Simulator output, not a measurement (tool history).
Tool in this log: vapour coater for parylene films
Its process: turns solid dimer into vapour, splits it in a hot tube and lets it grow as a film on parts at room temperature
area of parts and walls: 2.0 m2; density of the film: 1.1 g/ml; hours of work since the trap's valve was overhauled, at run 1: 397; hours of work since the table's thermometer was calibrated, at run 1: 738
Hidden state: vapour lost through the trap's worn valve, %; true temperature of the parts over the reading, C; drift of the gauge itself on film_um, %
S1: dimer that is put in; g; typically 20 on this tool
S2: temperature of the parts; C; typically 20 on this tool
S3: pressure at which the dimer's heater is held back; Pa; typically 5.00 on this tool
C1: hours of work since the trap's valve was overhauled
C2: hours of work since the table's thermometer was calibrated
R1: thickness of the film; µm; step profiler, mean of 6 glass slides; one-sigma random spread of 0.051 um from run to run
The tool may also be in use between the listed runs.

| run | hour | S1 | S2 | S3 | C1 | C2 | R1 |
|---|---|---|---|---|---|---|---|
| 1 | 0.0 | 20 | 20 | 5.00 | 397 | 738 | 5.54 |
| 2 | 8.7 | 20 | 20 | 5.00 | 405 | 746 | 5.61 |
| 3 | 26.1 | 20 | 20 | 5.00 | 421 | 761 | 5.59 |
| 4 | 46.4 | 27 | 20 | 5.00 | 439 | 779 | 7.46 |
| 5 | 58.1 | 20 | 26 | 5.00 | 450 | 790 | 4.72 |
| 6 | 72.8 | 20 | 26 | 5.00 | 463 | 803 | 4.61 |
| 7 | 83.3 | 20 | 26 | 5.00 | 472 | 813 | 4.65 |
| 8 | 92.4 | 24 | 26 | 5.00 | 480 | 821 | 5.49 |
| 9 | 105.8 | 24 | 26 | 5.00 | 492 | 833 | 5.57 |
| 10 | 122.8 | 20 | 20 | 5.00 | 507 | 848 | 5.37 |
| 11 | 135.7 | 20 | 20 | 5.00 | 519 | 860 | 5.40 |
| 12 | 145.8 | 20 | 20 | 5.00 | 528 | 869 | 5.42 |
| 13 | 161.2 | 20 | 20 | 5.00 | 542 | 882 | 5.54 |
| 14 | 176.0 | 20 | 27 | 5.00 | 555 | 896 | 4.44 |
| 15 | 193.0 | 9 | 20 | 6.34 | 570 | 911 | 2.40 |
| 16 | 205.6 | 27 | 20 | 4.01 | 582 | 922 | 7.35 |
| 17 | 221.1 | 13 | 23 | 5.62 | 596 | 936 | 3.20 |
|  | 241.2 | trap's valve overhauled |
| 18 | 242.8 | 16 | 20 | 5.51 | 1 | 952 | 4.12 |
| 19 | 258.7 | 19 | 20 | 5.51 | 16 | 966 | 4.97 |
| 20 | 280.0 | 22 | 17 | 11.78 | 35 | 985 | 5.94 |
| 21 | 298.3 | 22 | 17 | 11.78 | 51 | 1002 | 5.84 |
| 22 | 312.2 | 22 | 20 | 11.08 | 64 | 1014 | 5.33 |
| 23 | 331.4 | 10 | 32 | 5.00 | 81 | 1031 | 1.87 |
| 24 | 347.6 | 10 | 32 | 5.00 | 95 | 1046 | 1.87 |
|  | 361.0 | trap's valve overhauled, once more |
| 25 | 369.1 | 10 | 32 | 5.00 | 7 | 1062 | 2.14 |
| 26 | 382.7 | 32 | 13 | 5.72 | 19 | 1074 | 11.49 |
| 27 | 403.4 | 32 | 12 | 5.84 | 38 | 1092 | 11.77 |
| 28 | 418.1 | 32 | 12 | 5.84 | 51 | 1106 | 11.66 |

Here are 4 independent what-if runs from the current tool condition. What would each one return?
| A | 430.0 | 32 | 17 | 2.33 | 62 | 1116 | ? |
| B | 430.0 | 24 | 14 | 2.73 | 62 | 1116 | ? |
| C | 430.0 | 15 | 31 | 5.84 | 62 | 1116 | ? |
| D | 430.0 | 26 | 14 | 5.00 | 62 | 1116 | ? |

| run | R1 |
|---|---|
| A | 10.95 |
| B | 8.61 |
| C | 3.29 |
| D | 9.09 |
Without the tool's hidden state the same runs would have given:
| run | R1 |
|---|---|
| A | 10.90 |
| B | 8.57 |
| C | 3.27 |
| D | 9.05 |
